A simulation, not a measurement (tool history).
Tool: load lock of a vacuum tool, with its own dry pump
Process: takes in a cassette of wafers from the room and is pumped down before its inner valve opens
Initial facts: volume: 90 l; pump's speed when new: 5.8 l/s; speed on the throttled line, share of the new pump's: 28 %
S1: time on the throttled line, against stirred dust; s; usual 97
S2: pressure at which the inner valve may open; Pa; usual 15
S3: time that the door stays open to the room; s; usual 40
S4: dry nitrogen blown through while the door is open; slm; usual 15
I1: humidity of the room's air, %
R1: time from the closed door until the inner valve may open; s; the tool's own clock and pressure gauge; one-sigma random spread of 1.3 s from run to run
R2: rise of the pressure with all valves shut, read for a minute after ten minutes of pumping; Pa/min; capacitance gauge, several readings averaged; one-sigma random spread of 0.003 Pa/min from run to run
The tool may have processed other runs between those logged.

run     hour   S1  S2   S3  S4    I1     R1     R2
  1        0   97  15   40  15  48.4  219.1  0.044
  2    382.5  104  15   40  15  43.8    224  0.052
  3    673.3   97  15   40  15  44.4  220.1  0.056
  4    872.2   97  15   40  15  41.9  219.6   0.06
  5   1279.8   97  15   40  15  43.2  218.9  0.068
  6   1482.2  163  15   40  15  43.2  266.4  0.065
  7   1874.5   58  15   40  15  46.5  194.8  0.076
  8   2198.5   58  15   40  15  41.2  194.6  0.084
  9   2455.2   58  15   40  15  45.1  198.1  0.089
 10   2768.7   97  15   26  15  46.2  220.9  0.092
 11   3067.6   97  15   27  15  45.3  224.4    0.1
 12   3509.8   97  15   40  15  45.7  223.8  0.112
 13   3702.2   97  15   32  15  41.5  226.2  0.114
 14   4084.9   97  15   32  15  46.2  226.1  0.126
 15   4372.3   97  15   40  15  43.9    224  0.136
 16   4752.9   97  15   40  15    43  226.8   0.14
 17     4961   97  15  103  15  43.1    228   0.16
 18   5397.3   97  15  103  15  43.9    229  0.163
 19   5712.9   97  15  103  15  43.9  229.5  0.173
 20   6149.3   86  11   82  15  44.8    225   0.18
 21   6423.8   86  11   82  15  44.9  228.7  0.183
 22   6776.6  125  28   42   5  44.7  237.9  0.197
 23     7007  125  28   43   5  44.4  236.6  0.208
 24     7370  183  16   40  10  47.6  287.5  0.209
 25     7760  183  16  195  20  45.1  285.1  0.231
      8027.6  -- dry pump taken out, an overhauled one fitted
 26   8027.6  129  15   40  36  46.8    227  0.222
 27   8289.1  129  15   34  36  43.1  229.5  0.234
 28   8529.3   80  29   34  36  43.9    183  0.234
 29   8984.5   80  29   34  36  43.2  181.9  0.247
 30   9442.4  132  27   34  36  48.8  220.1  0.271
 31   9835.5  132  27   34  36  46.6  222.4   0.28
 32  10181.4  101  10  145  19  47.5  214.8  0.309
 33  10573.1  101  11   37  19  41.7  217.8  0.312
 34  10913.8   97  19   40  42  42.3  204.6  0.324
 35  11219.1   97  11   49  15  44.4  213.3  0.337
 36  11479.8  164  29   35   5  43.1  244.2   0.35
 37  11703.9   52  29   35  22  43.4    167  0.354

Forecast each of these 3 alternatives for the next run:
  A  11999.9  97  27  51   5  47.6   ?   ?
  B  11999.9  58  29  85  22  49.4   ?   ?
  C  11999.9  97  12  40  15  45.8   ?   ?

run     R1     R2
  A  200.9  0.383
  B  169.2  0.376
  C  212.8  0.375
Take away the tool's hidden state, keep each run's random variation, and the runs would have read:
run     R1     R2
  A  198.7  0.024
  B  166.8  0.024
  C  210.3  0.018

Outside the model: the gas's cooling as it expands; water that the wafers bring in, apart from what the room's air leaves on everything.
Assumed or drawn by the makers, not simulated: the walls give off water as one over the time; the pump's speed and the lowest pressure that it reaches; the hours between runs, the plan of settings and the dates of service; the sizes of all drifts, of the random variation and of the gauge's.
